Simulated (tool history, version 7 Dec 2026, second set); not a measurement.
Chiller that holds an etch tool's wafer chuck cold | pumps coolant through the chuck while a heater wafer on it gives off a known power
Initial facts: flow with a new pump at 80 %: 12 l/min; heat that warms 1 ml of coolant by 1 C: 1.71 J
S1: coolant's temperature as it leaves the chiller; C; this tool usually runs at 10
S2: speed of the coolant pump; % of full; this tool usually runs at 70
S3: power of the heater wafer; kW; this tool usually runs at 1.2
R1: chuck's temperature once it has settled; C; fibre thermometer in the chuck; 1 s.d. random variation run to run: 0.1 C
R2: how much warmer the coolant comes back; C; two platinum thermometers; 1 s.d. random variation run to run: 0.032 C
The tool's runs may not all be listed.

run	day	S1	S2	S3	R1	R2
1	0	10	70	1.2	20.8	3.96
2	1.762	10	70	1.2	20.7	3.95
3	3.121	10	70	1.2	20.7	4
4	4.375	10	70	1.2	20.6	3.94
5	5.496	10	70	1.2	20.8	3.93
6	6.283	10	70	1.2	20.9	3.9
7	7.104	3	70	1.2	13.8	3.96
8	8.779	3	70	1.2	13.8	3.88
9	10.508	3	70	1.2	13.8	3.84
10	11.804	3	70	1.2	13.9	3.86
11	13.383	10	78	1.2	20	3.49
12	14.508	10	78	1.2	19.7	3.43
13	16.354	10	78	1.2	19.8	3.44
14	17.904	14	70	1.2	24.6	3.79
15	19.108	14	70	1.2	24.9	3.82
16	20.95	14	70	1.2	24.6	3.73
17	22.262	4	75	1.496	16.9	4.44
18	23.938	4	75	1.496	16.6	4.43
19	25.246	18	75	1.118	27.3	3.27
20	26.154	1	61	1.107	12.3	4.03
21	27.025	1	61	1.107	12.2	4
22	28.708	1	68	1.107	11.2	3.56
23	29.488	18	76	0.607	23.1	1.6
24	30.333	7	94	1.577	17.9	3.73
25	31.25	10	64	1.2	21.6	4.11
26	32.288	4	76	1.715	18.4	4.98
27	33.446	4	87	1.715	16.9	4.38
28	34.721	4	87	1.715	16.9	4.3
29	36.083	2	86	1.655	14.6	4.2
30	37.342	8	60	1.2	20.4	4.29
31	38.558	10	70	0.949	18.3	2.82

Pick out some run-to-run changes in R2. Of each, how much would a tool without hidden state show as well, from the settings, what came in and chance, and how much is left for the hidden state and any gauge scatter not in both results compared?
What the log doesn't record here: heat passed by the chuck's channels, % of clean ones'; flow at a given pump speed, % of a new pump's; coolant's true temperature over the reading, C; drift of the gauge itself on chuck_c, C; drift of the gauge itself on warmer_back_c, C.
Run 1 -> 2: settings left as they were, no log entry in between. R2 -0.01 C: hidden state -0.02, all else +0.01.
Run 2 -> 3: settings left as they were, no log entry in between. R2 +0.05 C: hidden state -0.02, all else +0.07.
Run 4 -> 5: settings left as they were, no log entry in between. R2 -0.01 C: hidden state -0.02, all else +0.01.
Run 22 -> 23: S1 1 -> 18, S2 68 -> 76, S3 1.107 -> 0.607. R2 -1.96 C: hidden state -0.02, all else -1.94.
Run 23 -> 24: S1 18 -> 7, S2 76 -> 94, S3 0.607 -> 1.577. R2 +2.13 C: hidden state +0, all else +2.13.
Run 30 -> 31: S1 8 -> 10, S2 60 -> 70, S3 1.2 -> 0.949. R2 -1.47 C: hidden state -0.01, all else -1.46.

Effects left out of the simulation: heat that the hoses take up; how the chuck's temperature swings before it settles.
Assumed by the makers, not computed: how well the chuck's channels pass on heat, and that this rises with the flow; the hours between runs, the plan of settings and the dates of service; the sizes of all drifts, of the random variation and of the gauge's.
